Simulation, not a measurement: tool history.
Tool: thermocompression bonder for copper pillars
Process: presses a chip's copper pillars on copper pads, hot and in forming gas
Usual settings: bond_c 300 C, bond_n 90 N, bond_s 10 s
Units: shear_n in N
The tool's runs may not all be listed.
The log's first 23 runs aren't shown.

run,day,bond_c,bond_n,bond_s,shear_n
24,40.804,324,116,18,102.1
25,41.904,277,75,20,67.8
26,43.604,296,90,9,70.5
27,45.017,300,55,10,63.3
28,47.279,300,55,10,62.9
29,48.696,300,90,25,91.2
30,50.046,300,90,25,90.7
# day 50.338: heater calibrated with a thermocouple chip
# day 50.638: forming gas filter changed
31,51.792,300,94,17,83.3
32,53.433,300,56,17,70.3

Forecast run 33:
33,55.167,325,99,12,?

shear_n: 93.4 N
Without the tool's hidden state the same run would have given shear_n 94.4 N.
